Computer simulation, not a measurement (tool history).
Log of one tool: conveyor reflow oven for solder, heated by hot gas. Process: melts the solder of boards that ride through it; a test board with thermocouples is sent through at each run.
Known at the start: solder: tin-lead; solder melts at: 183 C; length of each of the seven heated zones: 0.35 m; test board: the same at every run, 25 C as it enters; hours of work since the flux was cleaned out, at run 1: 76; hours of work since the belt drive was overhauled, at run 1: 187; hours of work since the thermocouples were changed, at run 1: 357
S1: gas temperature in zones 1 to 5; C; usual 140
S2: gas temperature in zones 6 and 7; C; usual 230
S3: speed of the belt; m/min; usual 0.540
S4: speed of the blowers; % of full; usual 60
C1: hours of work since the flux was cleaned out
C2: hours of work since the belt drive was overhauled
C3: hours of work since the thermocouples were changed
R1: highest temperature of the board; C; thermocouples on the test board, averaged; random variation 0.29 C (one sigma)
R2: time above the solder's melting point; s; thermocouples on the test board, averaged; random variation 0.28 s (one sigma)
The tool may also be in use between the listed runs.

| run | hour | S1 | S2 | S3 | S4 | C1 | C2 | C3 | R1 | R2 |
|---|---|---|---|---|---|---|---|---|---|---|
| 1 | 0.0 | 140 | 230 | 0.540 | 60 | 76 | 187 | 357 | 215.2 | 58.4 |
| 2 | 32.6 | 140 | 230 | 0.540 | 60 | 96 | 207 | 377 | 215.6 | 57.7 |
| 3 | 48.1 | 140 | 230 | 0.597 | 60 | 106 | 217 | 387 | 212.2 | 49.4 |
| 4 | 73.2 | 140 | 230 | 0.597 | 60 | 121 | 233 | 403 | 212.0 | 49.4 |
| 5 | 99.9 | 140 | 230 | 0.597 | 60 | 138 | 249 | 419 | 211.6 | 49.2 |
| 6 | 121.8 | 127 | 230 | 0.540 | 60 | 152 | 263 | 433 | 212.3 | 51.2 |
| 7 | 135.4 | 127 | 230 | 0.540 | 60 | 160 | 272 | 441 | 211.8 | 51.2 |
| 8 | 162.3 | 140 | 230 | 0.540 | 60 | 177 | 288 | 458 | 214.1 | 57.6 |
| 9 | 189.7 | 140 | 230 | 0.540 | 60 | 194 | 305 | 475 | 214.1 | 57.4 |
| 10 | 203.7 | 155 | 230 | 0.540 | 60 | 203 | 314 | 484 | 216.4 | 65.8 |
| 11 | 232.8 | 140 | 230 | 0.540 | 89 | 221 | 332 | 502 | 218.3 | 61.4 |
|  | 239.3 | flux residue cleaned out of gas plates and filters |
| 12 | 260.8 | 140 | 230 | 0.540 | 89 | 13 | 347 | 517 | 217.4 | 61.0 |
| 13 | 289.1 | 140 | 233 | 0.485 | 61 | 31 | 365 | 534 | 219.4 | 68.3 |
| 14 | 303.4 | 152 | 225 | 0.485 | 61 | 40 | 373 | 543 | 213.7 | 69.7 |
| 15 | 325.4 | 152 | 225 | 0.485 | 61 | 54 | 387 | 557 | 213.5 | 69.6 |
| 16 | 357.2 | 152 | 225 | 0.485 | 61 | 74 | 407 | 577 | 213.3 | 69.7 |
| 17 | 383.2 | 151 | 237 | 0.486 | 71 | 90 | 423 | 593 | 225.1 | 78.3 |
|  | 398.5 | flux residue cleaned out of gas plates and filters, once more |
| 18 | 406.3 | 136 | 222 | 0.504 | 86 | 5 | 435 | 605 | 213.0 | 61.8 |
| 19 | 436.4 | 136 | 237 | 0.473 | 86 | 24 | 454 | 624 | 228.0 | 76.6 |
| 20 | 462.0 | 136 | 237 | 0.559 | 62 | 40 | 470 | 640 | 220.0 | 58.4 |
| 21 | 480.7 | 136 | 237 | 0.559 | 62 | 51 | 481 | 651 | 220.2 | 58.7 |
| 22 | 507.2 | 140 | 220 | 0.594 | 70 | 68 | 498 | 668 | 205.1 | 44.4 |
| 23 | 528.1 | 140 | 223 | 0.594 | 70 | 81 | 511 | 681 | 207.8 | 46.6 |
| 24 | 544.9 | 151 | 222 | 0.540 | 73 | 92 | 521 | 691 | 210.6 | 60.7 |

Forecast each of these 3 alternatives for the next run:
| A | 570.5 | 155 | 230 | 0.433 | 65 | 108 | 537 | 707 | ? | ? |
| B | 570.5 | 154 | 222 | 0.540 | 60 | 108 | 537 | 707 | ? | ? |
| C | 570.5 | 151 | 222 | 0.540 | 68 | 108 | 537 | 707 | ? | ? |

| run | R1 | R2 |
|---|---|---|
| A | 221.8 | 88.3 |
| B | 209.6 | 59.8 |
| C | 210.3 | 59.3 |
Without the tool's hidden state the same runs would have given:
| run | R1 | R2 |
|---|---|---|
| A | 224.1 | 89.0 |
| B | 211.8 | 61.3 |
| C | 212.6 | 60.9 |

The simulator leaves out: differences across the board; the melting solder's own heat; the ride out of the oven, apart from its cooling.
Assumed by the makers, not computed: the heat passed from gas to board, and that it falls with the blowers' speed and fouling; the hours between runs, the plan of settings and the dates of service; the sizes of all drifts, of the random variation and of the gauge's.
